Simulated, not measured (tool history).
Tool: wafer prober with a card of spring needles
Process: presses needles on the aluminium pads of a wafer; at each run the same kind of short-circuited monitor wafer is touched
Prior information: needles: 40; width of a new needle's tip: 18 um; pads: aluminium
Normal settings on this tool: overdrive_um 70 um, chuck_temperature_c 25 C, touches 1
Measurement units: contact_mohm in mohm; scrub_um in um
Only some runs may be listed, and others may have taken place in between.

run	day	overdrive_um	chuck_temperature_c	touches	contact_mohm	scrub_um
1	0.000	70	25	1	212	14.28
2	1.767	70	25	1	185	14.25
3	3.100	70	25	1	207	14.25
4	5.025	70	25	1	238	14.31
5	6.971	70	25	1	180	14.65
6	8.333	57	25	1	303	11.25
7	10.308	70	25	1	179	15.36
8	12.150	70	25	1	185	15.56
9	13.938	70	25	1	176	15.15
10	15.858	70	32	1	226	15.00
11	17.367	70	25	1	205	14.90
12	19.292	70	25	1	247	14.85
13	20.912	70	53	1	207	14.85
14	22.738	70	108	1	249	14.72
15	23.879	88	90	2	197	18.31
16	25.688	87	25	1	190	18.02
17	26.633	67	93	3	205	13.69
18	27.833	56	109	3	237	11.14
19	29.683	77	109	3	206	15.65
20	31.425	54	25	2	283	10.31
21	32.442	54	25	2	178	11.99
22	34.404	64	96	2	240	14.02
23	35.238	81	38	1	240	17.67
24	36.504	81	38	1	193	17.60
25	37.325	60	36	3	175	12.97

Not shown here: 127 entries made in the log between runs. Locate each between two listed runs and compare the hidden state at the listed run before it with the hidden state at the listed run after it:
After run 1, before run 2: tips cleaned on abrasive film (day 0.200); tips cleaned on abrasive film (day 0.533); tips cleaned on abrasive film (day 0.800); tips cleaned on abrasive film (day 1.129); tips cleaned on abrasive film (day 1.396); tips cleaned on abrasive film (day 1.729)
  debris on the tips, nm: 41.9 -> 19.4; way that the needles fall short of the set height, um: 4.26 -> 4.93; tips' diameter, um: 19.49 -> 19.73
  the result without the hidden state subtracted from the measured one, contact_mohm: +50 -> +26 mohm; scrub_um: -0.93 -> -1.09 um
After run 2, before run 3: tips cleaned on abrasive film (day 2.029); tips cleaned on abrasive film (day 2.362); tips cleaned on abrasive film (day 2.696); tips cleaned on abrasive film (day 3.025)
  debris on the tips, nm: 19.4 -> 36.3; way that the needles fall short of the set height, um: 4.93 -> 5.33; tips' diameter, um: 19.73 -> 19.86
  the result without the hidden state subtracted from the measured one, contact_mohm: +26 -> +47 mohm; scrub_um: -1.09 -> -1.18 um
After run 3, before run 4: tips cleaned on abrasive film (day 3.300); tips cleaned on abrasive film (day 3.567); tips cleaned on abrasive film (day 3.900); tips cleaned on abrasive film (day 4.229); tips cleaned on abrasive film (day 4.496); tips cleaned on abrasive film (day 4.829)
  debris on the tips, nm: 36.3 -> 60.9; way that the needles fall short of the set height, um: 5.33 -> 5.94; tips' diameter, um: 19.86 -> 20.08
  the result without the hidden state subtracted from the measured one, contact_mohm: +47 -> +80 mohm; scrub_um: -1.18 -> -1.32 um
After run 4, before run 5: tips cleaned on abrasive film (day 5.158); tips cleaned on abrasive film (day 5.425); tips cleaned on abrasive film (day 5.758); tips cleaned on abrasive film (day 6.088); tips cleaned on abrasive film (day 6.354); tips cleaned on abrasive film (day 6.621); tips cleaned on abrasive film (day 6.954)
  debris on the tips, nm: 60.9 -> 14.9; way that the needles fall short of the set height, um: 5.94 -> 6.63; tips' diameter, um: 20.08 -> 20.32
  the result without the hidden state subtracted from the measured one, contact_mohm: +80 -> +23 mohm; scrub_um: -1.32 -> -1.52 um
After run 5, before run 6: tips cleaned on abrasive film (day 7.238); tips cleaned on abrasive film (day 7.504); tips cleaned on abrasive film (day 7.771); tips cleaned on abrasive film (day 8.100)
  debris on the tips, nm: 14.9 -> 66.2; way that the needles fall short of the set height, um: 6.63 -> 7.03; tips' diameter, um: 20.32 -> 20.46
  the result without the hidden state subtracted from the measured one, contact_mohm: +23 -> +141 mohm; scrub_um: -1.52 -> -1.55 um
After run 6, before run 7: tips cleaned on abrasive film (day 8.404); tips cleaned on abrasive film (day 8.671); tips cleaned on abrasive film (day 8.938); tips cleaned on abrasive film (day 9.267); height of the first contact set anew (day 9.346); tips cleaned on abrasive film (day 9.612); tips cleaned on abrasive film (day 9.946); tips cleaned on abrasive film (day 10.275)
  debris on the tips, nm: 66.2 -> 18.2; way that the needles fall short of the set height, um: 7.03 -> 0.29; tips' diameter, um: 20.46 -> 20.7
  the result without the hidden state subtracted from the measured one, contact_mohm: +141 -> +23 mohm; scrub_um: -1.55 -> -0.06 um
After run 7, before run 8: tips cleaned on abrasive film (day 10.575); tips cleaned on abrasive film (day 10.838); tips cleaned on abrasive film (day 11.171); tips cleaned on abrasive film (day 11.438); tips cleaned on abrasive film (day 11.771); tips cleaned on abrasive film (day 12.100)
  debris on the tips, nm: 18.2 -> 21.8; way that the needles fall short of the set height, um: 0.29 -> 0.93; tips' diameter, um: 20.7 -> 20.92
  the result without the hidden state subtracted from the measured one, contact_mohm: +23 -> +28 mohm; scrub_um: -0.06 -> -0.21 um
After run 8, before run 9: tips cleaned on abrasive film (day 12.417); tips cleaned on abrasive film (day 12.750); tips cleaned on abrasive film (day 13.012); tips cleaned on abrasive film (day 13.279); tips cleaned on abrasive film (day 13.612); tips cleaned on abrasive film (day 13.938)
  debris on the tips, nm: 21.8 -> 9.2; way that the needles fall short of the set height, um: 0.93 -> 1.53; tips' diameter, um: 20.92 -> 21.13
  the result without the hidden state subtracted from the measured one, contact_mohm: +28 -> +14 mohm; scrub_um: -0.21 -> -0.33 um
After run 9, before run 10: tips cleaned on abrasive film (day 14.204); tips cleaned on abrasive film (day 14.538); tips cleaned on abrasive film (day 14.867); tips cleaned on abrasive film (day 15.200); tips cleaned on abrasive film (day 15.467); tips cleaned on abrasive film (day 15.733)
  debris on the tips, nm: 9.2 -> 48.3; way that the needles fall short of the set height, um: 1.53 -> 2.18; tips' diameter, um: 21.13 -> 21.36
  the result without the hidden state subtracted from the measured one, contact_mohm: +14 -> +64 mohm; scrub_um: -0.33 -> -0.48 um
After run 10, before run 11: tips cleaned on abrasive film (day 16.062); tips cleaned on abrasive film (day 16.392); tips cleaned on abrasive film (day 16.725); tips cleaned on abrasive film (day 16.992); tips cleaned on abrasive film (day 17.258)
  debris on the tips, nm: 48.3 -> 33.8; way that the needles fall short of the set height, um: 2.18 -> 2.69; tips' diameter, um: 21.36 -> 21.54
  the result without the hidden state subtracted from the measured one, contact_mohm: +64 -> +47 mohm; scrub_um: -0.48 -> -0.60 um
After run 11, before run 12: tips cleaned on abrasive film (day 17.567); tips cleaned on abrasive film (day 17.896); tips cleaned on abrasive film (day 18.162); tips cleaned on abrasive film (day 18.429); tips cleaned on abrasive film (day 18.762); tips cleaned on abrasive film (day 19.096)
  debris on the tips, nm: 33.8 -> 60.8; way that the needles fall short of the set height, um: 2.69 -> 3.32; tips' diameter, um: 21.54 -> 21.76
  the result without the hidden state subtracted from the measured one, contact_mohm: +47 -> +86 mohm; scrub_um: -0.60 -> -0.74 um
After run 12, before run 13: tips cleaned on abrasive film (day 19.367); tips cleaned on abrasive film (day 19.633); tips cleaned on abrasive film (day 19.962); tips cleaned on abrasive film (day 20.229); tips cleaned on abrasive film (day 20.562); tips cleaned on abrasive film (day 20.829)
  debris on the tips, nm: 60.8 -> 29.1; way that the needles fall short of the set height, um: 3.32 -> 3.95; tips' diameter, um: 21.76 -> 21.98
  the result without the hidden state subtracted from the measured one, contact_mohm: +86 -> +43 mohm; scrub_um: -0.74 -> -0.88 um
After run 13, before run 14: tips cleaned on abrasive film (day 21.112); tips cleaned on abrasive film (day 21.442); tips cleaned on abrasive film (day 21.708); tips cleaned on abrasive film (day 22.042); tips cleaned on abrasive film (day 22.308); tips cleaned on abrasive film (day 22.575)
  debris on the tips, nm: 29.1 -> 55.6; way that the needles fall short of the set height, um: 3.95 -> 4.5; tips' diameter, um: 21.98 -> 22.17
  the result without the hidden state subtracted from the measured one, contact_mohm: +43 -> +75 mohm; scrub_um: -0.88 -> -1.00 um
After run 14, before run 15: tips cleaned on abrasive film (day 22.875); tips cleaned on abrasive film (day 23.142); tips cleaned on abrasive film (day 23.408); tips cleaned on abrasive film (day 23.738)
  debris on the tips, nm: 55.6 -> 48.3; way that the needles fall short of the set height, um: 4.5 -> 4.91; tips' diameter, um: 22.17 -> 22.32
  the result without the hidden state subtracted from the measured one, contact_mohm: +75 -> +29 mohm; scrub_um: -1.00 -> -1.09 um
After run 15, before run 16: tips cleaned on abrasive film (day 24.012); tips cleaned on abrasive film (day 24.346); tips cleaned on abrasive film (day 24.612); tips cleaned on abrasive film (day 24.942); tips cleaned on abrasive film (day 25.275); tips cleaned on abrasive film (day 25.604)
  debris on the tips, nm: 48.3 -> 32; way that the needles fall short of the set height, um: 4.91 -> 5.59; tips' diameter, um: 22.32 -> 22.55
  the result without the hidden state subtracted from the measured one, contact_mohm: +29 -> +35 mohm; scrub_um: -1.09 -> -1.24 um
After run 16, before run 17: tips cleaned on abrasive film (day 25.888); tips cleaned on abrasive film (day 26.154); tips cleaned on abrasive film (day 26.488)
  debris on the tips, nm: 32 -> 50.8; way that the needles fall short of the set height, um: 5.59 -> 5.88; tips' diameter, um: 22.55 -> 22.65
  the result without the hidden state subtracted from the measured one, contact_mohm: +35 -> +34 mohm; scrub_um: -1.24 -> -1.30 um
After run 17, before run 18: tips cleaned on abrasive film (day 26.771); tips cleaned on abrasive film (day 27.038); tips cleaned on abrasive film (day 27.304); tips cleaned on abrasive film (day 27.633)
  debris on the tips, nm: 50.8 -> 58.7; way that the needles fall short of the set height, um: 5.88 -> 6.27; tips' diameter, um: 22.65 -> 22.79
  the result without the hidden state subtracted from the measured one, contact_mohm: +34 -> +56 mohm; scrub_um: -1.30 -> -1.39 um
After run 18, before run 19: tips cleaned on abrasive film (day 27.904); tips cleaned on abrasive film (day 28.171); tips cleaned on abrasive film (day 28.504); tips cleaned on abrasive film (day 28.833); tips cleaned on abrasive film (day 29.100); tips cleaned on abrasive film (day 29.433)
  debris on the tips, nm: 58.7 -> 66; way that the needles fall short of the set height, um: 6.27 -> 6.92; tips' diameter, um: 22.79 -> 23.02
  the result without the hidden state subtracted from the measured one, contact_mohm: +56 -> +33 mohm; scrub_um: -1.39 -> -1.56 um
After run 19, before run 20: tips cleaned on abrasive film (day 29.754); tips cleaned on abrasive film (day 30.088); tips cleaned on abrasive film (day 30.350); tips cleaned on abrasive film (day 30.617); tips cleaned on abrasive film (day 30.883); tips cleaned on abrasive film (day 31.217)
  debris on the tips, nm: 66 -> 63; way that the needles fall short of the set height, um: 6.92 -> 7.55; tips' diameter, um: 23.02 -> 23.24
  the result without the hidden state subtracted from the measured one, contact_mohm: +33 -> +119 mohm; scrub_um: -1.56 -> -1.67 um
After run 20, before run 21: tips cleaned on abrasive film (day 31.496); height of the first contact set anew (day 31.704); tips cleaned on abrasive film (day 31.842); tips cleaned on abrasive film (day 32.108); tips cleaned on abrasive film (day 32.438)
  debris on the tips, nm: 63 -> 5.5; way that the needles fall short of the set height, um: 7.55 -> 0.35; tips' diameter, um: 23.24 -> 23.39
  the result without the hidden state subtracted from the measured one, contact_mohm: +119 -> +13 mohm; scrub_um: -1.67 -> -0.08 um
After run 21, before run 22: tips cleaned on abrasive film (day 32.708); tips cleaned on abrasive film (day 32.975); tips cleaned on abrasive film (day 33.308); tips cleaned on abrasive film (day 33.575); tips cleaned on abrasive film (day 33.904); tips cleaned on abrasive film (day 34.171)
  debris on the tips, nm: 5.5 -> 69.8; way that the needles fall short of the set height, um: 0.35 -> 0.92; tips' diameter, um: 23.39 -> 23.59
  the result without the hidden state subtracted from the measured one, contact_mohm: +13 -> +69 mohm; scrub_um: -0.08 -> -0.21 um
After run 22, before run 23: tips cleaned on abrasive film (day 34.471); tips cleaned on abrasive film (day 34.738); tips cleaned on abrasive film (day 35.004)
  debris on the tips, nm: 69.8 -> 69.5; way that the needles fall short of the set height, um: 0.92 -> 1.25; tips' diameter, um: 23.59 -> 23.7
  the result without the hidden state subtracted from the measured one, contact_mohm: +69 -> +80 mohm; scrub_um: -0.21 -> -0.28 um
After run 23, before run 24: tips cleaned on abrasive film (day 35.308); tips cleaned on abrasive film (day 35.575); tips cleaned on abrasive film (day 35.842); tips cleaned on abrasive film (day 36.171); tips cleaned on abrasive film (day 36.438)
  debris on the tips, nm: 69.5 -> 26.6; way that the needles fall short of the set height, um: 1.25 -> 1.76; tips' diameter, um: 23.7 -> 23.88
  the result without the hidden state subtracted from the measured one, contact_mohm: +80 -> +34 mohm; scrub_um: -0.28 -> -0.39 um
After run 24, before run 25: tips cleaned on abrasive film (day 36.704); tips cleaned on abrasive film (day 37.038); tips cleaned on abrasive film (day 37.325)
  debris on the tips, nm: 26.6 -> 6.2; way that the needles fall short of the set height, um: 1.76 -> 2.05; tips' diameter, um: 23.88 -> 23.98
  the result without the hidden state subtracted from the measured one, contact_mohm: +34 -> +10 mohm; scrub_um: -0.39 -> -0.45 um
